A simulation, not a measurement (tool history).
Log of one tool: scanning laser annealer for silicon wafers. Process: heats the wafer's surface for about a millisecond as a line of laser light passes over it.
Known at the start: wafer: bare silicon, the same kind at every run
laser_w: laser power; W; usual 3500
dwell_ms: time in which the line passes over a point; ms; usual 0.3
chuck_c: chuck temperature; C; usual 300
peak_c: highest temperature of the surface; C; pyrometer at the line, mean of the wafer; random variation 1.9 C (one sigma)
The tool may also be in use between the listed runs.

run,hour,laser_w,dwell_ms,chuck_c,peak_c
1,0,3500,0.3,300,1128
2,6.9,3500,0.3,300,1131
3,15.4,3500,0.3,300,1132
# hour 27.2: window over the wafer cleaned
4,27.8,3500,0.3,286,1117
5,38,3500,0.3,286,1116
6,47.3,3500,0.3,286,1119
7,57.6,3647,0.3,300,1173
8,67.8,3500,0.3,300,1132
9,76.7,3500,0.283,300,1104
10,86.3,3500,0.283,300,1101
11,96.9,3663,0.3,300,1180
12,106.8,2984,0.3,300,983
13,116.3,2984,0.3,300,983
14,121,2984,0.3,300,983
15,126.6,2984,0.3,300,982
16,135.2,2984,0.3,300,983
17,144.1,2984,0.3,317,1001
18,151.6,2984,0.3,317,998
19,161.6,3159,0.251,317,979
20,166.2,3787,0.223,300,1073
21,172,3787,0.223,300,1072
22,178,3787,0.223,300,1071
23,184.7,3787,0.223,321,1093
24,189.3,3039,0.3,319,1018
25,197.2,3374,0.27,265,1012
26,207.6,3005,0.3,300,990
27,216.4,3005,0.3,300,989
28,222.5,3005,0.3,300,985
29,227.9,3234,0.256,287,977
30,233.4,3566,0.361,292,1237
31,238.4,3566,0.361,292,1241
32,245.6,3577,0.3,279,1132
33,250.7,3657,0.292,278,1143
34,257.5,3137,0.292,326,1041
35,266.9,3155,0.297,300,1027
36,275.8,3155,0.297,300,1027

4 ways to go on from here, each from the tool as it stands after run 36. What would each give?
A,282.9,3155,0.297,306,?
B,282.9,3293,0.297,290,?
C,282.9,3500,0.3,336,?
D,282.9,3226,0.297,283,?

run,peak_c
A,1032
B,1056
C,1169
D,1028
Without the tool's hidden state the same runs would have given:
run,peak_c
A,1032
B,1057
C,1170
D,1029
